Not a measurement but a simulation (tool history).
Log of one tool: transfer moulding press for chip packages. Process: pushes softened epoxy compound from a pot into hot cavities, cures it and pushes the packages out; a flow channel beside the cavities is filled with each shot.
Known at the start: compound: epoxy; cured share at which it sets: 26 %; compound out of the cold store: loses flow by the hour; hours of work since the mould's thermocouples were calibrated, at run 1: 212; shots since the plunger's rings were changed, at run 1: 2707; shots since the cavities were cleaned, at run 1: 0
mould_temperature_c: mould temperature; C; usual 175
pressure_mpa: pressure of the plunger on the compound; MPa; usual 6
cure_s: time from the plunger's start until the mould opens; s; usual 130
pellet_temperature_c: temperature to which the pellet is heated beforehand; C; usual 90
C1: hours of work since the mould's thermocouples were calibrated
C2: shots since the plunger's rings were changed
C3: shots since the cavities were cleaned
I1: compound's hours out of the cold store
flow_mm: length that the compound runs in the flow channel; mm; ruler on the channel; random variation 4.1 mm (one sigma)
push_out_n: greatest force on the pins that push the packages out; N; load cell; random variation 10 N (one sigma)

{"run": 1, "day": 0.0, "mould_temperature_c": 175, "pressure_mpa": 6, "cure_s": 130, "pellet_temperature_c": 90, "C1": 212, "C2": 2707, "C3": 0, "I1": 18.7, "flow_mm": 681, "push_out_n": 489}
{"run": 2, "day": 1.383, "mould_temperature_c": 175, "pressure_mpa": 6, "cure_s": 130, "pellet_temperature_c": 90, "C1": 235, "C2": 3055, "C3": 348, "I1": 29.7, "flow_mm": 628, "push_out_n": 751}
{"run": 3, "day": 2.254, "mould_temperature_c": 175, "pressure_mpa": 6, "cure_s": 130, "pellet_temperature_c": 90, "C1": 250, "C2": 3274, "C3": 567, "I1": 9.7, "flow_mm": 723, "push_out_n": 894}
{"run": 4, "day": 2.992, "mould_temperature_c": 175, "pressure_mpa": 6, "cure_s": 130, "pellet_temperature_c": 90, "C1": 262, "C2": 3460, "C3": 753, "I1": 11.9, "flow_mm": 713, "push_out_n": 893}
{"day": 3.988, "done": "cavities cleaned with cleaning compound and waxed"}
{"run": 5, "day": 4.129, "mould_temperature_c": 179, "pressure_mpa": 6, "cure_s": 130, "pellet_temperature_c": 90, "C1": 280, "C2": 3730, "C3": 36, "I1": 24.5, "flow_mm": 636, "push_out_n": 492}
{"run": 6, "day": 5.433, "mould_temperature_c": 179, "pressure_mpa": 6, "cure_s": 130, "pellet_temperature_c": 90, "C1": 301, "C2": 4059, "C3": 365, "I1": 22, "flow_mm": 641, "push_out_n": 751}
{"run": 7, "day": 6.662, "mould_temperature_c": 179, "pressure_mpa": 6, "cure_s": 130, "pellet_temperature_c": 90, "C1": 322, "C2": 4368, "C3": 674, "I1": 42.2, "flow_mm": 560, "push_out_n": 834}
{"run": 8, "day": 7.612, "mould_temperature_c": 179, "pressure_mpa": 6, "cure_s": 130, "pellet_temperature_c": 90, "C1": 337, "C2": 4608, "C3": 914, "I1": 8.5, "flow_mm": 698, "push_out_n": 866}
{"day": 7.975, "done": "cavities cleaned with cleaning compound and waxed"}
{"run": 9, "day": 9.117, "mould_temperature_c": 179, "pressure_mpa": 6, "cure_s": 130, "pellet_temperature_c": 90, "C1": 361, "C2": 4971, "C3": 287, "I1": 16.2, "flow_mm": 658, "push_out_n": 702}
{"run": 10, "day": 10.158, "mould_temperature_c": 179, "pressure_mpa": 6, "cure_s": 130, "pellet_temperature_c": 90, "C1": 378, "C2": 5233, "C3": 549, "I1": 25.1, "flow_mm": 613, "push_out_n": 806}
{"run": 11, "day": 10.925, "mould_temperature_c": 175, "pressure_mpa": 6, "cure_s": 130, "pellet_temperature_c": 90, "C1": 391, "C2": 5426, "C3": 742, "I1": 25, "flow_mm": 623, "push_out_n": 897}
{"day": 11.883, "done": "cavities cleaned with cleaning compound and waxed"}
{"run": 12, "day": 12.146, "mould_temperature_c": 174, "pressure_mpa": 6, "cure_s": 130, "pellet_temperature_c": 90, "C1": 410, "C2": 5718, "C3": 66, "I1": 37.8, "flow_mm": 572, "push_out_n": 558}
{"run": 13, "day": 13.679, "mould_temperature_c": 174, "pressure_mpa": 6, "cure_s": 130, "pellet_temperature_c": 90, "C1": 436, "C2": 6104, "C3": 452, "I1": 23.6, "flow_mm": 626, "push_out_n": 869}
{"run": 14, "day": 14.312, "mould_temperature_c": 174, "pressure_mpa": 6, "cure_s": 130, "pellet_temperature_c": 90, "C1": 446, "C2": 6263, "C3": 611, "I1": 12.4, "flow_mm": 667, "push_out_n": 915}
{"run": 15, "day": 15.229, "mould_temperature_c": 174, "pressure_mpa": 6, "cure_s": 130, "pellet_temperature_c": 90, "C1": 461, "C2": 6494, "C3": 842, "I1": 39.7, "flow_mm": 556, "push_out_n": 950}
{"day": 15.471, "done": "plunger's sealing rings changed"}
{"day": 15.967, "done": "cavities cleaned with cleaning compound and waxed"}
{"run": 16, "day": 16.25, "mould_temperature_c": 174, "pressure_mpa": 6, "cure_s": 130, "pellet_temperature_c": 90, "C1": 475, "C2": 180, "C3": 71, "I1": 9.1, "flow_mm": 762, "push_out_n": 580}
{"run": 17, "day": 17.604, "mould_temperature_c": 178, "pressure_mpa": 5.75, "cure_s": 167, "pellet_temperature_c": 90, "C1": 498, "C2": 521, "C3": 412, "I1": 24.8, "flow_mm": 653, "push_out_n": 755}
{"day": 17.758, "done": "mould's thermocouples calibrated"}
{"run": 18, "day": 18.858, "mould_temperature_c": 177, "pressure_mpa": 6.11, "cure_s": 130, "pellet_temperature_c": 99, "C1": 18, "C2": 816, "C3": 707, "I1": 21.5, "flow_mm": 694, "push_out_n": 860}
{"run": 19, "day": 19.846, "mould_temperature_c": 175, "pressure_mpa": 7.19, "cure_s": 130, "pellet_temperature_c": 82, "C1": 35, "C2": 1065, "C3": 956, "I1": 17.6, "flow_mm": 775, "push_out_n": 945}
{"day": 19.979, "done": "cavities cleaned with cleaning compound and waxed"}
{"run": 20, "day": 20.8, "mould_temperature_c": 175, "pressure_mpa": 7.19, "cure_s": 167, "pellet_temperature_c": 96, "C1": 49, "C2": 1289, "C3": 207, "I1": 46.2, "flow_mm": 637, "push_out_n": 659}
{"day": 22.025, "done": "mould's thermocouples calibrated, once more"}
{"run": 21, "day": 22.067, "mould_temperature_c": 177, "pressure_mpa": 7.5, "cure_s": 145, "pellet_temperature_c": 90, "C1": 1, "C2": 1587, "C3": 505, "I1": 29.5, "flow_mm": 707, "push_out_n": 789}
{"run": 22, "day": 23.062, "mould_temperature_c": 177, "pressure_mpa": 7.5, "cure_s": 145, "pellet_temperature_c": 90, "C1": 17, "C2": 1838, "C3": 756, "I1": 34.3, "flow_mm": 684, "push_out_n": 839}
{"day": 23.979, "done": "cavities cleaned with cleaning compound and waxed"}
{"run": 23, "day": 24.338, "mould_temperature_c": 177, "pressure_mpa": 7.5, "cure_s": 145, "pellet_temperature_c": 90, "C1": 37, "C2": 2143, "C3": 90, "I1": 18.8, "flow_mm": 758, "push_out_n": 544}
{"run": 24, "day": 25.883, "mould_temperature_c": 182, "pressure_mpa": 5.35, "cure_s": 144, "pellet_temperature_c": 90, "C1": 63, "C2": 2533, "C3": 480, "I1": 44, "flow_mm": 531, "push_out_n": 761}
{"run": 25, "day": 27.129, "mould_temperature_c": 182, "pressure_mpa": 5.35, "cure_s": 144, "pellet_temperature_c": 90, "C1": 83, "C2": 2846, "C3": 793, "I1": 31.8, "flow_mm": 568, "push_out_n": 881}
{"day": 27.875, "done": "cavities cleaned with cleaning compound and waxed"}
{"run": 26, "day": 28.375, "mould_temperature_c": 182, "pressure_mpa": 5.35, "cure_s": 144, "pellet_temperature_c": 90, "C1": 103, "C2": 3144, "C3": 126, "I1": 35.1, "flow_mm": 550, "push_out_n": 578}
{"run": 27, "day": 29.662, "mould_temperature_c": 179, "pressure_mpa": 5.35, "cure_s": 111, "pellet_temperature_c": 90, "C1": 124, "C2": 3468, "C3": 450, "I1": 33.1, "flow_mm": 563, "push_out_n": 842}
{"run": 28, "day": 30.512, "mould_temperature_c": 175, "pressure_mpa": 7.35, "cure_s": 133, "pellet_temperature_c": 90, "C1": 138, "C2": 3683, "C3": 665, "I1": 21.2, "flow_mm": 736, "push_out_n": 875}

3 ways to go on from here, each from the tool as it stands after run 28. What would each give?
{"day": 31.804, "done": "cavities cleaned with cleaning compound and waxed"}
{"run": "A", "day": 32.033, "mould_temperature_c": 181, "pressure_mpa": 7.35, "cure_s": 133, "pellet_temperature_c": 90, "C1": 163, "C2": 4050, "C3": 58, "I1": 43.9, "flow_mm": "?", "push_out_n": "?"}
{"day": 31.804, "done": "cavities cleaned with cleaning compound and waxed"}
{"run": "B", "day": 32.033, "mould_temperature_c": 175, "pressure_mpa": 6, "cure_s": 130, "pellet_temperature_c": 97, "C1": 163, "C2": 4050, "C3": 58, "I1": 28.5, "flow_mm": "?", "push_out_n": "?"}
{"day": 31.804, "done": "cavities cleaned with cleaning compound and waxed"}
{"run": "C", "day": 32.033, "mould_temperature_c": 176, "pressure_mpa": 6.14, "cure_s": 133, "pellet_temperature_c": 90, "C1": 163, "C2": 4050, "C3": 58, "I1": 27.5, "flow_mm": "?", "push_out_n": "?"}

run=A flow_mm=606 push_out_n=497
run=B flow_mm=622 push_out_n=542
run=C flow_mm=630 push_out_n=528
Without the tool's hidden state the same runs would have given:
run=A flow_mm=647 push_out_n=428
run=B flow_mm=665 push_out_n=466
run=C flow_mm=674 push_out_n=454

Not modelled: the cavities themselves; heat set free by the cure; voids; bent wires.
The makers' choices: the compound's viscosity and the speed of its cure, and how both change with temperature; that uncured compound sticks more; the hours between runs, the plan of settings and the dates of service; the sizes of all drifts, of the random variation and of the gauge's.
